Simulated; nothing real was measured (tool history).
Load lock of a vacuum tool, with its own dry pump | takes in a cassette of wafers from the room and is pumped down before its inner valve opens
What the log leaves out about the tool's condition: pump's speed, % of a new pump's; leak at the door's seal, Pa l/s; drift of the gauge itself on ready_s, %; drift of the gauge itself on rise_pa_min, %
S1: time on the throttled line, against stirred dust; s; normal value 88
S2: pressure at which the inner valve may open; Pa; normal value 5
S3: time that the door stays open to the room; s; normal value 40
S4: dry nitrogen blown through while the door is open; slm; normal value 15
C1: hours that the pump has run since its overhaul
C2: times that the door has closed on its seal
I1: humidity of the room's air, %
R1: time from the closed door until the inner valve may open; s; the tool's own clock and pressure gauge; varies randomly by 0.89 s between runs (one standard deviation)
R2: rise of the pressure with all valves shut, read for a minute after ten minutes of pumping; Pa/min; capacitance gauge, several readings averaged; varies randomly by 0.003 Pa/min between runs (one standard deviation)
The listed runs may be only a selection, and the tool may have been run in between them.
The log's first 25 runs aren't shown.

run 26 day=333.358 | S1=175 S2=8 S3=183 S4=5 | C1=8568 C2=3275 | I1=49.5 | R1=237.3 R2=0.114
run 27 day=349.838 | S1=68 S2=5 S3=115 S4=25 | C1=8964 C2=4714 | I1=44.0 | R1=149.2 R2=0.086
run 28 day=366.942 | S1=68 S2=5 S3=115 S4=25 | C1=9374 C2=6209 | I1=44.8 | R1=148.9 R2=0.097
-- day=377.896 dry pump taken out, an overhauled one fitted
run 29 day=379.629 | S1=49 S2=4 S3=66 S4=9 | C1=42 C2=7295 | I1=45.4 | R1=116.3 R2=0.122
run 30 day=395.371 | S1=49 S2=5 S3=89 S4=9 | C1=419 C2=8669 | I1=43.6 | R1=116.0 R2=0.139
run 31 day=410.725 | S1=48 S2=5 S3=40 S4=15 | C1=788 C2=10010 | I1=45.0 | R1=114.0 R2=0.150
run 32 day=422.542 | S1=48 S2=6 S3=139 S4=15 | C1=1071 C2=11043 | I1=47.2 | R1=112.6 R2=0.189
run 33 day=436.629 | S1=48 S2=6 S3=139 S4=15 | C1=1410 C2=12273 | I1=46.6 | R1=112.5 R2=0.209
run 34 day=450.758 | S1=76 S2=5 S3=29 S4=10 | C1=1749 C2=13507 | I1=44.8 | R1=141.9 R2=0.221
run 35 day=460.575 | S1=76 S2=5 S3=29 S4=10 | C1=1984 C2=14364 | I1=42.4 | R1=140.5 R2=0.235
run 36 day=477.608 | S1=136 S2=6 S3=29 S4=8 | C1=2393 C2=15852 | I1=43.5 | R1=193.8 R2=0.264
run 37 day=486.867 | S1=94 S2=7 S3=25 S4=8 | C1=2615 C2=16661 | I1=48.2 | R1=155.5 R2=0.295

What if the next run were any one of these 3? Each begins from the tool's condition after run 37:
run A day=498.238 | S1=79 S2=6 S3=40 S4=35 | C1=2888 C2=17654 | I1=46.6 | R1=? R2=?
run B day=498.238 | S1=94 S2=7 S3=25 S4=4 | C1=2888 C2=17654 | I1=44.1 | R1=? R2=?
run C day=498.238 | S1=68 S2=5 S3=40 S4=7 | C1=2888 C2=17654 | I1=45.5 | R1=? R2=?

run=A R1=143.8 R2=0.300
run=B R1=155.2 R2=0.327
run=C R1=135.1 R2=0.323
Stripped of hidden state, with their random variation kept, the same runs would have yielded:
run=A R1=139.6 R2=0.028
run=B R1=151.1 R2=0.049
run=C R1=130.6 R2=0.050
